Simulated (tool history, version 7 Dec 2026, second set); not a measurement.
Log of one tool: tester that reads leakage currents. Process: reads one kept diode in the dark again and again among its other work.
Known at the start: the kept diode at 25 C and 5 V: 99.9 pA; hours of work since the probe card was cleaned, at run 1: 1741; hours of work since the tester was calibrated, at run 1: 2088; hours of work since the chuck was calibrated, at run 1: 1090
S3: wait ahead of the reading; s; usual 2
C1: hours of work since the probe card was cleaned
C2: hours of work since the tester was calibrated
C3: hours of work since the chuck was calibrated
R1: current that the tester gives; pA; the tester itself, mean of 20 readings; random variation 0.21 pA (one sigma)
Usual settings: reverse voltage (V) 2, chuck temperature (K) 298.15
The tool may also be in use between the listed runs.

{"run": 1, "hour": 0.0, "reverse voltage (V)": 2, "chuck temperature (K)": 298.15, "S3": 2, "C1": 1741, "C2": 2088, "C3": 1090, "R1": 68.83}
{"run": 2, "hour": 38.5, "reverse voltage (V)": 2, "chuck temperature (K)": 298.15, "S3": 2, "C1": 1765, "C2": 2112, "C3": 1114, "R1": 69.15}
{"run": 3, "hour": 123.9, "reverse voltage (V)": 2, "chuck temperature (K)": 298.15, "S3": 2, "C1": 1817, "C2": 2164, "C3": 1166, "R1": 68.92}
{"run": 4, "hour": 173.2, "reverse voltage (V)": 2, "chuck temperature (K)": 298.15, "S3": 2, "C1": 1847, "C2": 2194, "C3": 1196, "R1": 68.86}
{"run": 5, "hour": 222.4, "reverse voltage (V)": 2, "chuck temperature (K)": 298.15, "S3": 2, "C1": 1877, "C2": 2224, "C3": 1226, "R1": 69.33}
{"run": 6, "hour": 287.3, "reverse voltage (V)": 2, "chuck temperature (K)": 298.15, "S3": 2, "C1": 1917, "C2": 2264, "C3": 1265, "R1": 68.88}
{"run": 7, "hour": 334.6, "reverse voltage (V)": 2, "chuck temperature (K)": 298.15, "S3": 2, "C1": 1945, "C2": 2293, "C3": 1294, "R1": 68.86}
{"hour": 355.8, "done": "probe card cleaned and baked"}
{"run": 8, "hour": 379.7, "reverse voltage (V)": 2, "chuck temperature (K)": 298.15, "S3": 2, "C1": 15, "C2": 2318, "C3": 1320, "R1": 69.09}
{"run": 9, "hour": 450.2, "reverse voltage (V)": 2, "chuck temperature (K)": 329.15, "S3": 2, "C1": 58, "C2": 2361, "C3": 1363, "R1": 789.79}
{"run": 10, "hour": 530.8, "reverse voltage (V)": 2, "chuck temperature (K)": 329.15, "S3": 2, "C1": 107, "C2": 2411, "C3": 1412, "R1": 788.31}
{"run": 11, "hour": 585.8, "reverse voltage (V)": 2, "chuck temperature (K)": 329.15, "S3": 2, "C1": 140, "C2": 2444, "C3": 1446, "R1": 787.89}
{"run": 12, "hour": 629.5, "reverse voltage (V)": 2, "chuck temperature (K)": 298.15, "S3": 2, "C1": 167, "C2": 2471, "C3": 1473, "R1": 68.94}
{"hour": 665.9, "done": "chuck's temperature calibrated"}
{"run": 13, "hour": 714.5, "reverse voltage (V)": 2, "chuck temperature (K)": 298.15, "S3": 2, "C1": 218, "C2": 2522, "C3": 30, "R1": 69.06}
{"run": 14, "hour": 765.6, "reverse voltage (V)": 2, "chuck temperature (K)": 298.15, "S3": 2, "C1": 249, "C2": 2553, "C3": 61, "R1": 68.71}
{"run": 15, "hour": 810.3, "reverse voltage (V)": 2, "chuck temperature (K)": 298.15, "S3": 2, "C1": 276, "C2": 2580, "C3": 88, "R1": 69.12}
{"run": 16, "hour": 867.2, "reverse voltage (V)": 2, "chuck temperature (K)": 294.15, "S3": 2, "C1": 311, "C2": 2615, "C3": 123, "R1": 48.64}
{"run": 17, "hour": 943.7, "reverse voltage (V)": 2, "chuck temperature (K)": 294.15, "S3": 2, "C1": 358, "C2": 2662, "C3": 170, "R1": 48.63}
{"run": 18, "hour": 1003.1, "reverse voltage (V)": 2, "chuck temperature (K)": 328.15, "S3": 2, "C1": 394, "C2": 2698, "C3": 206, "R1": 730.41}
{"run": 19, "hour": 1085.1, "reverse voltage (V)": 2, "chuck temperature (K)": 328.15, "S3": 2, "C1": 444, "C2": 2748, "C3": 256, "R1": 735.62}
{"run": 20, "hour": 1141.1, "reverse voltage (V)": 2, "chuck temperature (K)": 328.15, "S3": 2, "C1": 478, "C2": 2782, "C3": 290, "R1": 735.31}
{"run": 21, "hour": 1198.2, "reverse voltage (V)": 2, "chuck temperature (K)": 328.15, "S3": 2, "C1": 513, "C2": 2817, "C3": 325, "R1": 735.5}
{"run": 22, "hour": 1251.3, "reverse voltage (V)": 4.12, "chuck temperature (K)": 319.15, "S3": 2, "C1": 546, "C2": 2849, "C3": 358, "R1": 507.18}
{"run": 23, "hour": 1304.3, "reverse voltage (V)": 13.27, "chuck temperature (K)": 301.15, "S3": 2, "C1": 578, "C2": 2882, "C3": 390, "R1": 196}
{"run": 24, "hour": 1367.2, "reverse voltage (V)": 8.38, "chuck temperature (K)": 301.15, "S3": 8.77, "C1": 617, "C2": 2920, "C3": 428, "R1": 160.33}
{"run": 25, "hour": 1441.3, "reverse voltage (V)": 8.38, "chuck temperature (K)": 301.15, "S3": 8.77, "C1": 662, "C2": 2965, "C3": 474, "R1": 159.76}
{"run": 26, "hour": 1521.5, "reverse voltage (V)": 8.38, "chuck temperature (K)": 301.15, "S3": 8.77, "C1": 711, "C2": 3014, "C3": 523, "R1": 160.39}
{"run": 27, "hour": 1560.5, "reverse voltage (V)": 8.38, "chuck temperature (K)": 319.15, "S3": 1.22, "C1": 735, "C2": 3038, "C3": 546, "R1": 684.05}
{"run": 28, "hour": 1604.1, "reverse voltage (V)": 8.38, "chuck temperature (K)": 319.15, "S3": 1.22, "C1": 761, "C2": 3065, "C3": 573, "R1": 681.89}
{"run": 29, "hour": 1681.6, "reverse voltage (V)": 8.38, "chuck temperature (K)": 299.15, "S3": 6.7, "C1": 809, "C2": 3112, "C3": 620, "R1": 135.58}
{"run": 30, "hour": 1764.5, "reverse voltage (V)": 8.21, "chuck temperature (K)": 331.15, "S3": 6.7, "C1": 859, "C2": 3163, "C3": 671, "R1": 1625.03}
{"run": 31, "hour": 1844.1, "reverse voltage (V)": 1.96, "chuck temperature (K)": 298.15, "S3": 2, "C1": 908, "C2": 3212, "C3": 720, "R1": 68.37}
{"run": 32, "hour": 1898.9, "reverse voltage (V)": 1.96, "chuck temperature (K)": 298.15, "S3": 2, "C1": 941, "C2": 3245, "C3": 753, "R1": 68.13}
{"run": 33, "hour": 1966.0, "reverse voltage (V)": 1.58, "chuck temperature (K)": 309.15, "S3": 0.41, "C1": 982, "C2": 3286, "C3": 794, "R1": 158.12}
{"run": 34, "hour": 2008.2, "reverse voltage (V)": 2.28, "chuck temperature (K)": 294.15, "S3": 0.82, "C1": 1008, "C2": 3312, "C3": 820, "R1": 52.16}
{"run": 35, "hour": 2096.7, "reverse voltage (V)": 3.62, "chuck temperature (K)": 318.15, "S3": 2, "C1": 1062, "C2": 3366, "C3": 874, "R1": 446.38}
{"run": 36, "hour": 2150.8, "reverse voltage (V)": 8.31, "chuck temperature (K)": 321.15, "S3": 1.84, "C1": 1095, "C2": 3399, "C3": 907, "R1": 794.67}
{"run": 37, "hour": 2205.5, "reverse voltage (V)": 19.27, "chuck temperature (K)": 322.15, "S3": 1.9, "C1": 1128, "C2": 3432, "C3": 940, "R1": 1201.93}
{"run": 38, "hour": 2249.6, "reverse voltage (V)": 2.67, "chuck temperature (K)": 323.15, "S3": 0.82, "C1": 1155, "C2": 3459, "C3": 967, "R1": 575.97}
{"run": 39, "hour": 2316.5, "reverse voltage (V)": 2.67, "chuck temperature (K)": 314.15, "S3": 0.82, "C1": 1196, "C2": 3500, "C3": 1008, "R1": 291.15}
{"run": 40, "hour": 2360.1, "reverse voltage (V)": 12.14, "chuck temperature (K)": 328.15, "S3": 2, "C1": 1223, "C2": 3527, "C3": 1035, "R1": 1551.52}
{"run": 41, "hour": 2420.0, "reverse voltage (V)": 1.44, "chuck temperature (K)": 298.15, "S3": 0.95, "C1": 1260, "C2": 3563, "C3": 1071, "R1": 60.41}

3 ways to go on from here, each from the tool as it stands after run 41. What would each give?
{"run": "A", "hour": 2491.8, "reverse voltage (V)": 2, "chuck temperature (K)": 304.15, "S3": 2, "C1": 1303, "C2": 3607, "C3": 1115, "R1": "?"}
{"run": "B", "hour": 2491.8, "reverse voltage (V)": 7.54, "chuck temperature (K)": 298.15, "S3": 5.35, "C1": 1303, "C2": 3607, "C3": 1115, "R1": "?"}
{"run": "C", "hour": 2491.8, "reverse voltage (V)": 8.23, "chuck temperature (K)": 298.15, "S3": 2, "C1": 1303, "C2": 3607, "C3": 1115, "R1": "?"}

run=A R1=115.14
run=B R1=119.43
run=C R1=124.73
Without the tool's hidden state the same runs would have given:
run=A R1=115.07
run=B R1=119.28
run=C R1=124.58
